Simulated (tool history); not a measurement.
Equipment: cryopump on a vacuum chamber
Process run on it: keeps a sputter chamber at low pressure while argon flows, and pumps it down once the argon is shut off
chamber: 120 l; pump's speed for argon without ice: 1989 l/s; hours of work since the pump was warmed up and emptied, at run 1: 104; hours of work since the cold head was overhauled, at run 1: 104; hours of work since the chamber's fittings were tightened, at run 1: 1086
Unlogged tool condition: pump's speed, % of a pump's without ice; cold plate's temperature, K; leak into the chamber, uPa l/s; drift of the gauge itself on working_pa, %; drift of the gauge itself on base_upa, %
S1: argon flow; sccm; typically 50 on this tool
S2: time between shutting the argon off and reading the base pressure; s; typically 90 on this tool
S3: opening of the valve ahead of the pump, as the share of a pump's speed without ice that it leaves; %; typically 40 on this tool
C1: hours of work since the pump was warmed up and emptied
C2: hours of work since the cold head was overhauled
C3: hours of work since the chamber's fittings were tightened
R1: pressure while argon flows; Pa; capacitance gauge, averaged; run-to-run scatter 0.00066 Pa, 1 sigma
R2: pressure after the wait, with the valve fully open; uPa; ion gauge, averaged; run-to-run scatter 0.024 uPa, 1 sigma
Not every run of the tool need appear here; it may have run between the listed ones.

run,hour,S1,S2,S3,C1,C2,C3,R1,R2
1,0.0,50,90,40,104,104,1086,0.1076,1.32
2,43.2,50,90,40,132,132,1113,0.1065,1.39
3,91.1,50,90,40,162,162,1143,0.1083,1.36
4,141.4,50,90,40,193,193,1175,0.1091,1.40
5,182.0,50,90,40,219,219,1200,0.1075,1.46
6,231.8,50,90,40,250,250,1231,0.1089,1.42
7,262.9,50,90,40,270,270,1251,0.1082,1.48
8,302.4,40,90,40,295,295,1276,0.0867,1.47
9,334.5,50,90,40,315,315,1296,0.1091,1.49
10,379.7,20,90,40,343,343,1324,0.0437,1.48
11,425.2,50,90,40,372,372,1353,0.1112,1.50
12,478.9,50,90,40,405,405,1387,0.1095,1.57
13,509.4,50,90,40,425,425,1406,0.1094,1.55
14,567.0,50,49,40,461,461,1442,0.1106,2.17
15,615.7,30,49,32,491,491,1473,0.0821,2.18
16,658.5,30,49,32,518,518,1500,0.0820,2.19
17,692.7,62,236,18,540,540,1521,0.3006,1.18
18,723.9,62,236,18,560,560,1541,0.2989,1.20
19,758.3,62,236,18,581,581,1562,0.3005,1.16
20,802.7,34,90,35,609,609,1590,0.0859,1.67
21,829.7,89,90,24,626,626,1607,0.3244,1.68
22,853.8,50,134,46,641,641,1622,0.0985,1.50
23,891.7,50,50,46,665,665,1646,0.0984,2.33
24,928.3,24,41,47,688,688,1669,0.0465,2.62
25,976.9,24,41,47,719,719,1700,0.0468,2.47
26,1032.1,50,90,48,753,753,1735,0.0963,1.74
27,1065.8,82,229,40,774,774,1756,0.1854,1.33
28,1105.2,82,229,40,799,799,1781,0.1862,1.38

What would each run have given without the hidden state, its run-to-run variation left as it was?
run,R1,R2
1,0.1065,0.84
2,0.1052,0.87
3,0.1068,0.85
4,0.1073,0.86
5,0.1056,0.90
6,0.1067,0.85
7,0.1058,0.90
8,0.0847,0.87
9,0.1063,0.86
10,0.0426,0.85
11,0.1079,0.84
12,0.1060,0.89
13,0.1058,0.85
14,0.1066,1.47
15,0.0795,1.44
16,0.0794,1.45
17,0.2948,0.43
18,0.2930,0.42
19,0.2943,0.42
20,0.0823,0.86
21,0.3147,0.85
22,0.0929,0.65
23,0.0926,1.46
24,0.0436,1.74
25,0.0438,1.62
26,0.0897,0.85
27,0.1743,0.42
28,0.1747,0.45
